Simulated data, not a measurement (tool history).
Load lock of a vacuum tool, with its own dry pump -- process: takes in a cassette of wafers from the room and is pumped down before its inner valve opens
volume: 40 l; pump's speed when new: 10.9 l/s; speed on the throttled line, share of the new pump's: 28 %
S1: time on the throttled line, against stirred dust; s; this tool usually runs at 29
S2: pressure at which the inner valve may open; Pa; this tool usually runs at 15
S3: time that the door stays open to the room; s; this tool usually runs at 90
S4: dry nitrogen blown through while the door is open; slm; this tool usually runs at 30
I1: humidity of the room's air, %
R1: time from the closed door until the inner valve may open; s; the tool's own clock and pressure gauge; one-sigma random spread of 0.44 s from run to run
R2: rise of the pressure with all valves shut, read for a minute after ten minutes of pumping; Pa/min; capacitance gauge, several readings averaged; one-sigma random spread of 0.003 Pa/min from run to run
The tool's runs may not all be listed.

| run | hour | S1 | S2 | S3 | S4 | I1 | R1 | R2 |
|---|---|---|---|---|---|---|---|---|
| 1 | 0.0 | 29 | 15 | 90 | 30 | 43.5 | 60.3 | 0.039 |
| 2 | 330.8 | 29 | 15 | 90 | 30 | 43.2 | 59.9 | 0.044 |
| 3 | 557.0 | 30 | 15 | 90 | 30 | 44.3 | 61.2 | 0.039 |
| 4 | 903.8 | 30 | 15 | 90 | 30 | 44.2 | 60.6 | 0.041 |
| 5 | 1165.1 | 29 | 28 | 90 | 30 | 45.5 | 57.6 | 0.042 |
| 6 | 1462.6 | 29 | 23 | 90 | 30 | 43.2 | 58.9 | 0.045 |
| 7 | 1646.5 | 29 | 22 | 90 | 30 | 46.6 | 58.9 | 0.052 |
| 8 | 1819.1 | 29 | 25 | 90 | 30 | 44.1 | 57.6 | 0.046 |
| 9 | 1964.0 | 29 | 15 | 90 | 30 | 43.6 | 61.2 | 0.045 |
| 10 | 2150.0 | 29 | 15 | 90 | 30 | 41.1 | 61.9 | 0.048 |
| 11 | 2374.4 | 29 | 15 | 90 | 30 | 42.9 | 61.8 | 0.047 |
| 12 | 2681.9 | 29 | 15 | 90 | 30 | 45.9 | 62.2 | 0.055 |
| 13 | 2870.7 | 29 | 21 | 90 | 11 | 46.9 | 59.9 | 0.078 |
| 14 | 3220.3 | 29 | 29 | 225 | 11 | 45.4 | 58.8 | 0.107 |
| 15 | 3433.6 | 50 | 15 | 90 | 16 | 45.2 | 76.0 | 0.066 |
| 16 | 3631.9 | 29 | 12 | 90 | 30 | 45.6 | 64.0 | 0.054 |
| 17 | 3860.4 | 54 | 15 | 28 | 30 | 45.8 | 77.9 | 0.046 |
| 18 | 4034.8 | 36 | 18 | 28 | 30 | 43.3 | 66.8 | 0.048 |
| 19 | 4360.6 | 36 | 18 | 28 | 16 | 47.1 | 57.5 | 0.047 |
| 20 | 4569.8 | 41 | 30 | 83 | 11 | 49.1 | 59.1 | 0.078 |
| 21 | 4721.4 | 17 | 14 | 182 | 30 | 44.5 | 45.6 | 0.079 |
| 22 | 4979.4 | 37 | 15 | 90 | 30 | 41.9 | 59.4 | 0.053 |

Missing from the log above: 1 entry noted between runs. For each, name the pair of listed runs it sits between and say how the tool's hidden condition differs from the listed run just before to the listed run just after:
Runs 18 to 19: dry pump taken out, an overhauled one fitted (hour 4217.9)
  pump's speed, % of a new pump's: 72 -> 99.3; leak at the door's seal, Pa l/s: 0.0176 -> 0.0187
  measured minus no-state result, R1: +8.6 -> +0.1 s; R2: +0.023 -> +0.025 Pa/min
